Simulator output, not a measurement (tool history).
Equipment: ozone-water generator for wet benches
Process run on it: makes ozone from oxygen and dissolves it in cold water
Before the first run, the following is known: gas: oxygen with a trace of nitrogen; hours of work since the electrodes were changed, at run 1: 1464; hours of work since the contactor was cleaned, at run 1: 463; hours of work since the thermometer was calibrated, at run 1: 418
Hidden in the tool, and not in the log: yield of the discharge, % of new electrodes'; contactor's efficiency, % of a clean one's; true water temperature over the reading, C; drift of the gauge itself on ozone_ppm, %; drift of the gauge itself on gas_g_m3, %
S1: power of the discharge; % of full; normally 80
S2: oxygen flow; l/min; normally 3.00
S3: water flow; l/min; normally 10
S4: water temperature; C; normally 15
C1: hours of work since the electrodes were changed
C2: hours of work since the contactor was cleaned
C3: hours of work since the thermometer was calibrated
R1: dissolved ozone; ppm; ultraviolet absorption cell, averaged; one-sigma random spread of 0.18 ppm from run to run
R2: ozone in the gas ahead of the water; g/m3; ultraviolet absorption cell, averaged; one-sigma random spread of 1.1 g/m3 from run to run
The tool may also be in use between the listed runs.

{"run": 1, "hour": 0.0, "S1": 80, "S2": 3.0, "S3": 10, "S4": 15, "C1": 1464, "C2": 463, "C3": 418, "R1": 25.2, "R2": 199.0}
{"run": 2, "hour": 21.9, "S1": 80, "S2": 3.0, "S3": 10, "S4": 15, "C1": 1485, "C2": 484, "C3": 439, "R1": 25.5, "R2": 199.8}
{"run": 3, "hour": 63.3, "S1": 80, "S2": 3.0, "S3": 10, "S4": 15, "C1": 1524, "C2": 523, "C3": 478, "R1": 25.2, "R2": 196.7}
{"run": 4, "hour": 105.9, "S1": 80, "S2": 3.0, "S3": 10, "S4": 15, "C1": 1564, "C2": 563, "C3": 518, "R1": 25.5, "R2": 199.9}
{"run": 5, "hour": 129.4, "S1": 80, "S2": 3.0, "S3": 10, "S4": 15, "C1": 1587, "C2": 585, "C3": 541, "R1": 25.6, "R2": 198.0}
{"run": 6, "hour": 157.4, "S1": 80, "S2": 3.0, "S3": 10, "S4": 15, "C1": 1613, "C2": 612, "C3": 567, "R1": 25.3, "R2": 200.1}
{"run": 7, "hour": 199.1, "S1": 91, "S2": 3.0, "S3": 10, "S4": 15, "C1": 1652, "C2": 651, "C3": 606, "R1": 27.7, "R2": 219.9}
{"run": 8, "hour": 217.0, "S1": 91, "S2": 3.0, "S3": 10, "S4": 15, "C1": 1669, "C2": 668, "C3": 623, "R1": 27.9, "R2": 217.8}
{"run": 9, "hour": 248.7, "S1": 91, "S2": 3.0, "S3": 10, "S4": 15, "C1": 1699, "C2": 698, "C3": 653, "R1": 28.0, "R2": 216.6}
{"run": 10, "hour": 279.0, "S1": 91, "S2": 3.0, "S3": 10, "S4": 15, "C1": 1728, "C2": 726, "C3": 682, "R1": 27.2, "R2": 218.3}
{"run": 11, "hour": 305.4, "S1": 91, "S2": 3.0, "S3": 11, "S4": 15, "C1": 1753, "C2": 751, "C3": 707, "R1": 26.1, "R2": 220.2}
{"run": 12, "hour": 334.9, "S1": 80, "S2": 3.0, "S3": 10, "S4": 15, "C1": 1781, "C2": 779, "C3": 735, "R1": 25.1, "R2": 200.3}
{"run": 13, "hour": 367.8, "S1": 80, "S2": 2.19, "S3": 10, "S4": 15, "C1": 1812, "C2": 810, "C3": 766, "R1": 23.6, "R2": 221.5}
{"run": 14, "hour": 392.9, "S1": 80, "S2": 2.19, "S3": 10, "S4": 15, "C1": 1836, "C2": 834, "C3": 789, "R1": 23.4, "R2": 223.2}
{"run": 15, "hour": 435.2, "S1": 49, "S2": 2.71, "S3": 8, "S4": 8, "C1": 1876, "C2": 874, "C3": 830, "R1": 22.4, "R2": 142.3}
{"run": 16, "hour": 475.2, "S1": 49, "S2": 2.71, "S3": 8, "S4": 15, "C1": 1913, "C2": 912, "C3": 867, "R1": 20.0, "R2": 143.4}
{"run": 17, "hour": 497.6, "S1": 49, "S2": 2.71, "S3": 8, "S4": 15, "C1": 1935, "C2": 933, "C3": 888, "R1": 19.9, "R2": 143.6}
{"run": 18, "hour": 539.5, "S1": 49, "S2": 2.71, "S3": 8, "S4": 15, "C1": 1974, "C2": 973, "C3": 928, "R1": 20.1, "R2": 144.2}
{"run": 19, "hour": 578.8, "S1": 49, "S2": 2.71, "S3": 8, "S4": 15, "C1": 2011, "C2": 1010, "C3": 965, "R1": 19.9, "R2": 144.3}
{"run": 20, "hour": 600.2, "S1": 49, "S2": 2.71, "S3": 8, "S4": 15, "C1": 2031, "C2": 1030, "C3": 985, "R1": 20.0, "R2": 145.4}
{"run": 21, "hour": 626.2, "S1": 80, "S2": 3.1, "S3": 10, "S4": 15, "C1": 2056, "C2": 1055, "C3": 1010, "R1": 25.7, "R2": 197.5}
{"run": 22, "hour": 651.7, "S1": 80, "S2": 3.1, "S3": 10, "S4": 15, "C1": 2080, "C2": 1079, "C3": 1034, "R1": 25.3, "R2": 199.1}
{"run": 23, "hour": 694.2, "S1": 71, "S2": 1.71, "S3": 7, "S4": 15, "C1": 2120, "C2": 1119, "C3": 1074, "R1": 26.4, "R2": 222.9}
{"run": 24, "hour": 722.8, "S1": 80, "S2": 3.0, "S3": 10, "S4": 20, "C1": 2147, "C2": 1146, "C3": 1101, "R1": 23.2, "R2": 202.8}
{"run": 25, "hour": 756.6, "S1": 80, "S2": 3.26, "S3": 9, "S4": 15, "C1": 2179, "C2": 1178, "C3": 1133, "R1": 27.4, "R2": 197.0}
{"run": 26, "hour": 794.9, "S1": 43, "S2": 3.0, "S3": 10, "S4": 8, "C1": 2215, "C2": 1214, "C3": 1169, "R1": 17.3, "R2": 125.3}
{"run": 27, "hour": 818.9, "S1": 43, "S2": 2.24, "S3": 9, "S4": 18, "C1": 2238, "C2": 1237, "C3": 1192, "R1": 15.3, "R2": 140.8}
{"run": 28, "hour": 858.7, "S1": 43, "S2": 1.75, "S3": 9, "S4": 10, "C1": 2276, "C2": 1274, "C3": 1230, "R1": 15.7, "R2": 153.9}

4 ways to go on from here, each from the tool as it stands after run 28. What would each give?
{"run": "A", "hour": 890.7, "S1": 43, "S2": 2.06, "S3": 13, "S4": 22, "C1": 2306, "C2": 1304, "C3": 1260, "R1": "?", "R2": "?"}
{"run": "B", "hour": 890.7, "S1": 80, "S2": 3.3, "S3": 9, "S4": 15, "C1": 2306, "C2": 1304, "C3": 1260, "R1": "?", "R2": "?"}
{"run": "C", "hour": 890.7, "S1": 70, "S2": 3.0, "S3": 10, "S4": 15, "C1": 2306, "C2": 1304, "C3": 1260, "R1": "?", "R2": "?"}
{"run": "D", "hour": 890.7, "S1": 55, "S2": 2.79, "S3": 9, "S4": 15, "C1": 2306, "C2": 1304, "C3": 1260, "R1": "?", "R2": "?"}

run=A R1=10.9 R2=145.0
run=B R1=27.7 R2=194.2
run=C R1=22.7 R2=181.2
run=D R1=20.1 R2=155.6
Had the tool no hidden state, the same runs would have come out as:
run=A R1=10.9 R2=142.2
run=B R1=27.7 R2=190.5
run=C R1=22.7 R2=177.7
run=D R1=20.1 R2=152.6

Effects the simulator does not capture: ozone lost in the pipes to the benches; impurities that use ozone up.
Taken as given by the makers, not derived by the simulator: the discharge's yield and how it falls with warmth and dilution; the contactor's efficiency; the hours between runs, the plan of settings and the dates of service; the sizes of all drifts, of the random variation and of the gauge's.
